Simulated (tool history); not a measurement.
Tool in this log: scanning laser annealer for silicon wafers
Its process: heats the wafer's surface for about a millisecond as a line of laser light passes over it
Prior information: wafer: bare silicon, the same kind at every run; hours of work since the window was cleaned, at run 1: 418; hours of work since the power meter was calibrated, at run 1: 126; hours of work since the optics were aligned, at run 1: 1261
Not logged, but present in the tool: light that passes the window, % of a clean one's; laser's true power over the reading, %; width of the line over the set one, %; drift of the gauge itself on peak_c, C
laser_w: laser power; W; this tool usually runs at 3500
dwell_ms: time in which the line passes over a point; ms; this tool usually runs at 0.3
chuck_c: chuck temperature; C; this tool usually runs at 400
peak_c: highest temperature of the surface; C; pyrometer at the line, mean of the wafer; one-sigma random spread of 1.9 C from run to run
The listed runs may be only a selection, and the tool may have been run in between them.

run     day  laser_w  dwell_ms  chuck_c  hours of work since the window was cleaned  hours of work since the power meter was calibrated  hours of work since the optics were aligned  peak_c
  1       0     3500       0.3      400                                         418                                                 126                                         1261    1085
  2   1.704     3500       0.3      405                                         439                                                 147                                         1282    1092
  3   3.825     3500       0.3      405                                         466                                                 174                                         1309    1091
  4   5.579     3500       0.3      405                                         487                                                 196                                         1331    1087
  5   7.371     3500       0.3      405                                         510                                                 218                                         1353    1088
  6   9.529     3500       0.3      405                                         537                                                 245                                         1380    1085
      9.992  -- window over the wafer cleaned
  7  10.875     3500       0.3      405                                          11                                                 261                                         1396    1113
  8  12.954     3500       0.3      405                                          37                                                 287                                         1422    1112
  9  14.804     3500       0.3      438                                          60                                                 310                                         1445    1142
 10  16.438     3500       0.3      438                                          81                                                 331                                         1466    1140
 11  18.208     3500     0.276      438                                         103                                                 353                                         1488    1117
 12  20.279     3500     0.276      438                                         129                                                 379                                         1514    1115
 13  22.238     3500     0.276      438                                         153                                                 403                                         1538    1116
 14  24.471     3500     0.276      438                                         181                                                 431                                         1566    1112
 15  26.746     3500     0.276      438                                         210                                                 460                                         1595    1109
     27.354  -- optics aligned, line set to its width
 16  28.271     3535       0.3      429                                         226                                                 476                                           12    1143
 17   30.15     3708       0.3      429                                         250                                                 500                                           35    1172
 18  31.846     3500     0.304      400                                         271                                                 521                                           56    1106
 19  33.267     3144     0.295      400                                         289                                                 539                                           74    1025
 20  34.983     3500     0.339      409                                         310                                                 560                                           96    1145
 21  35.921     3500     0.339      409                                         322                                                 572                                          107    1143
 22  37.942     3500     0.339      409                                         347                                                 598                                          133    1143
 23  39.608     3500     0.339      409                                         368                                                 618                                          153    1145
 24  41.121     3126     0.303      388                                         387                                                 637                                          172    1013
 25  42.146     3126     0.316      430                                         400                                                 650                                          185    1068
 26  43.388     3386     0.271      436                                         416                                                 666                                          201    1080
 27  45.079     3536       0.3      400                                         437                                                 687                                          222    1099

What if the next run were any one of these 4? Each begins from the tool's condition after run 27:
  A  47.092     3337     0.226      393                                         462                                                 712                                          247       ?
  B  47.092     3500     0.249      400                                         462                                                 712                                          247       ?
  C  47.092     3536      0.27      369                                         462                                                 712                                          247       ?
  D  47.092     3840       0.3      366                                         462                                                 712                                          247       ?

run  peak_c
  A     979
  B    1040
  C    1037
  D    1124
With the hidden condition removed and each run's random variation left untouched, the same runs would have given:
run  peak_c
  A     998
  B    1060
  C    1059
  D    1149

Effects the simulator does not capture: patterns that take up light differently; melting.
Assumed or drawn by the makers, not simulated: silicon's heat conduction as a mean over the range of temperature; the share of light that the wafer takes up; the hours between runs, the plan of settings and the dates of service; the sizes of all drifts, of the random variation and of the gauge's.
